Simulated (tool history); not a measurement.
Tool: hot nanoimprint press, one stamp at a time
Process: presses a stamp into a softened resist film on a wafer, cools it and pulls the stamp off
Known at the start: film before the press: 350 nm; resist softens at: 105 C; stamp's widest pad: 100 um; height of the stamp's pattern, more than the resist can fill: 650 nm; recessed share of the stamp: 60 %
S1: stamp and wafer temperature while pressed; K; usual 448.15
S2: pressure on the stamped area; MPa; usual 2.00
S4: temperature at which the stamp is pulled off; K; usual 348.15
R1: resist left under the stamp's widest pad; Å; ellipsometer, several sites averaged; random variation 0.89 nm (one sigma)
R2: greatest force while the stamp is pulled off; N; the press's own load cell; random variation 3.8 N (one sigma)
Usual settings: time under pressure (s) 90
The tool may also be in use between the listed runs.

run 1 hour=0.0 | S1=448.15 S2=2.00 time_under_pressure_(s)=90 S4=348.15 | R1=1696 R2=180
run 2 hour=9.1 | S1=448.15 S2=2.00 time_under_pressure_(s)=90 S4=348.15 | R1=1705 R2=182
run 3 hour=19.7 | S1=448.15 S2=2.00 time_under_pressure_(s)=90 S4=348.15 | R1=1706 R2=182
run 4 hour=34.4 | S1=445.15 S2=2.00 time_under_pressure_(s)=90 S4=348.15 | R1=1858 R2=185
-- hour=38.2 plate thermocouple calibrated
run 5 hour=50.9 | S1=448.15 S2=2.00 time_under_pressure_(s)=90 S4=348.15 | R1=1721 R2=188
-- hour=65.1 plate thermocouple calibrated, once more
run 6 hour=68.2 | S1=448.15 S2=2.00 time_under_pressure_(s)=90 S4=348.15 | R1=1664 R2=194
run 7 hour=77.1 | S1=448.15 S2=1.95 time_under_pressure_(s)=48 S4=348.15 | R1=2088 R2=191
run 8 hour=87.9 | S1=448.15 S2=2.00 time_under_pressure_(s)=59 S4=348.15 | R1=1945 R2=191
run 9 hour=99.2 | S1=457.15 S2=3.12 time_under_pressure_(s)=83 S4=348.15 | R1=1068 R2=188
run 10 hour=112.1 | S1=452.15 S2=2.00 time_under_pressure_(s)=118 S4=341.15 | R1=1355 R2=204
run 11 hour=121.7 | S1=457.15 S2=2.15 time_under_pressure_(s)=118 S4=341.15 | R1=1115 R2=208
run 12 hour=131.4 | S1=452.15 S2=1.31 time_under_pressure_(s)=119 S4=343.15 | R1=1663 R2=207

4 ways to go on from here, each from the tool as it stands after run 12. What would each give?
run A hour=140.9 | S1=439.15 S2=2.23 time_under_pressure_(s)=111 S4=343.15 | R1=? R2=?
run B hour=140.9 | S1=456.15 S2=1.31 time_under_pressure_(s)=119 S4=343.15 | R1=? R2=?
run C hour=140.9 | S1=448.15 S2=2.00 time_under_pressure_(s)=90 S4=348.15 | R1=? R2=?
run D hour=140.9 | S1=452.15 S2=1.75 time_under_pressure_(s)=119 S4=347.15 | R1=? R2=?

run=A R1=1974 R2=209
run=B R1=1486 R2=211
run=C R1=1700 R2=194
run=D R1=1451 R2=195
Without the tool's hidden state the same runs would have given:
run=A R1=1952 R2=198
run=B R1=1473 R2=200
run=C R1=1682 R2=183
run=D R1=1437 R2=185
